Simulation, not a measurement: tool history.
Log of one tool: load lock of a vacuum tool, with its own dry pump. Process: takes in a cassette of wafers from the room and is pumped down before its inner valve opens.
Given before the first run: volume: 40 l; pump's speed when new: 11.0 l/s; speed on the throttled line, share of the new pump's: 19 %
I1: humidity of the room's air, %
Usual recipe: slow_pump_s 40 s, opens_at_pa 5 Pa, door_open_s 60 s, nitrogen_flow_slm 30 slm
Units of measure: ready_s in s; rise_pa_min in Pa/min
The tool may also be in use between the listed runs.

{"run": 1, "hour": 0.0, "slow_pump_s": 40, "opens_at_pa": 5, "door_open_s": 60, "nitrogen_flow_slm": 30, "I1": 42.4, "ready_s": 68.9, "rise_pa_min": 0.259}
{"run": 2, "hour": 541.6, "slow_pump_s": 40, "opens_at_pa": 5, "door_open_s": 60, "nitrogen_flow_slm": 30, "I1": 41.6, "ready_s": 70.7, "rise_pa_min": 0.265}
{"run": 3, "hour": 1156.9, "slow_pump_s": 40, "opens_at_pa": 5, "door_open_s": 60, "nitrogen_flow_slm": 30, "I1": 44.3, "ready_s": 69.6, "rise_pa_min": 0.277}
{"run": 4, "hour": 1501.1, "slow_pump_s": 40, "opens_at_pa": 5, "door_open_s": 60, "nitrogen_flow_slm": 30, "I1": 44.1, "ready_s": 69.7, "rise_pa_min": 0.276}
{"hour": 1926.3, "done": "door's seal changed, seat wiped"}
{"run": 5, "hour": 1946.6, "slow_pump_s": 40, "opens_at_pa": 5, "door_open_s": 60, "nitrogen_flow_slm": 30, "I1": 45.5, "ready_s": 69.2, "rise_pa_min": 0.048}
{"run": 6, "hour": 2559.4, "slow_pump_s": 35, "opens_at_pa": 5, "door_open_s": 60, "nitrogen_flow_slm": 30, "I1": 45.6, "ready_s": 65.5, "rise_pa_min": 0.052}
{"run": 7, "hour": 2844.5, "slow_pump_s": 35, "opens_at_pa": 5, "door_open_s": 60, "nitrogen_flow_slm": 30, "I1": 44.4, "ready_s": 66.4, "rise_pa_min": 0.053}
{"run": 8, "hour": 3442.0, "slow_pump_s": 53, "opens_at_pa": 5, "door_open_s": 60, "nitrogen_flow_slm": 30, "I1": 43.3, "ready_s": 81, "rise_pa_min": 0.047}
{"run": 9, "hour": 3715.9, "slow_pump_s": 53, "opens_at_pa": 5, "door_open_s": 60, "nitrogen_flow_slm": 30, "I1": 44.5, "ready_s": 82.1, "rise_pa_min": 0.052}
{"run": 10, "hour": 4083.6, "slow_pump_s": 40, "opens_at_pa": 5, "door_open_s": 60, "nitrogen_flow_slm": 30, "I1": 45.8, "ready_s": 71.4, "rise_pa_min": 0.058}
{"run": 11, "hour": 4549.6, "slow_pump_s": 40, "opens_at_pa": 5, "door_open_s": 32, "nitrogen_flow_slm": 30, "I1": 45.7, "ready_s": 71.2, "rise_pa_min": 0.041}
{"run": 12, "hour": 4900.9, "slow_pump_s": 40, "opens_at_pa": 5, "door_open_s": 32, "nitrogen_flow_slm": 30, "I1": 48.3, "ready_s": 70.7, "rise_pa_min": 0.044}
{"run": 13, "hour": 5526.1, "slow_pump_s": 71, "opens_at_pa": 5, "door_open_s": 163, "nitrogen_flow_slm": 30, "I1": 44.4, "ready_s": 96.3, "rise_pa_min": 0.113}
{"run": 14, "hour": 6033.1, "slow_pump_s": 71, "opens_at_pa": 5, "door_open_s": 163, "nitrogen_flow_slm": 30, "I1": 44.3, "ready_s": 97.6, "rise_pa_min": 0.107}
{"run": 15, "hour": 6329.5, "slow_pump_s": 71, "opens_at_pa": 5, "door_open_s": 163, "nitrogen_flow_slm": 30, "I1": 43.4, "ready_s": 96.8, "rise_pa_min": 0.103}
{"run": 16, "hour": 6686.7, "slow_pump_s": 66, "opens_at_pa": 6, "door_open_s": 108, "nitrogen_flow_slm": 6, "I1": 41.9, "ready_s": 91.7, "rise_pa_min": 0.127}
{"run": 17, "hour": 7318.0, "slow_pump_s": 38, "opens_at_pa": 6, "door_open_s": 38, "nitrogen_flow_slm": 25, "I1": 48.5, "ready_s": 69.1, "rise_pa_min": 0.06}
{"run": 18, "hour": 7653.7, "slow_pump_s": 38, "opens_at_pa": 6, "door_open_s": 38, "nitrogen_flow_slm": 25, "I1": 42.5, "ready_s": 70.5, "rise_pa_min": 0.061}
{"run": 19, "hour": 8019.8, "slow_pump_s": 38, "opens_at_pa": 6, "door_open_s": 38, "nitrogen_flow_slm": 25, "I1": 46.5, "ready_s": 70.9, "rise_pa_min": 0.069}
{"run": 20, "hour": 8396.4, "slow_pump_s": 75, "opens_at_pa": 5, "door_open_s": 118, "nitrogen_flow_slm": 20, "I1": 46, "ready_s": 100.6, "rise_pa_min": 0.121}
{"run": 21, "hour": 8854.7, "slow_pump_s": 75, "opens_at_pa": 6, "door_open_s": 118, "nitrogen_flow_slm": 42, "I1": 42.8, "ready_s": 99.8, "rise_pa_min": 0.096}

5 options for the next run, each taken on its own from the tool as it stands now. Forecast them:
{"run": "A", "hour": 9260.8, "slow_pump_s": 50, "opens_at_pa": 5, "door_open_s": 60, "nitrogen_flow_slm": 30, "I1": 43.3, "ready_s": "?", "rise_pa_min": "?"}
{"run": "B", "hour": 9260.8, "slow_pump_s": 23, "opens_at_pa": 6, "door_open_s": 118, "nitrogen_flow_slm": 42, "I1": 44.8, "ready_s": "?", "rise_pa_min": "?"}
{"run": "C", "hour": 9260.8, "slow_pump_s": 25, "opens_at_pa": 5, "door_open_s": 60, "nitrogen_flow_slm": 27, "I1": 43.3, "ready_s": "?", "rise_pa_min": "?"}
{"run": "D", "hour": 9260.8, "slow_pump_s": 75, "opens_at_pa": 6, "door_open_s": 193, "nitrogen_flow_slm": 42, "I1": 42.7, "ready_s": "?", "rise_pa_min": "?"}
{"run": "E", "hour": 9260.8, "slow_pump_s": 21, "opens_at_pa": 7, "door_open_s": 220, "nitrogen_flow_slm": 30, "I1": 43.1, "ready_s": "?", "rise_pa_min": "?"}

run=A ready_s=81.2 rise_pa_min=0.083
run=B ready_s=59.9 rise_pa_min=0.096
run=C ready_s=60.8 rise_pa_min=0.084
run=D ready_s=100 rise_pa_min=0.122
run=E ready_s=56 rise_pa_min=0.15
With the hidden condition removed and each run's random variation left untouched, the same runs would have given:
run=A ready_s=77.2 rise_pa_min=0.045
run=B ready_s=55.2 rise_pa_min=0.057
run=C ready_s=56.1 rise_pa_min=0.045
run=D ready_s=96.7 rise_pa_min=0.083
run=E ready_s=51.4 rise_pa_min=0.111
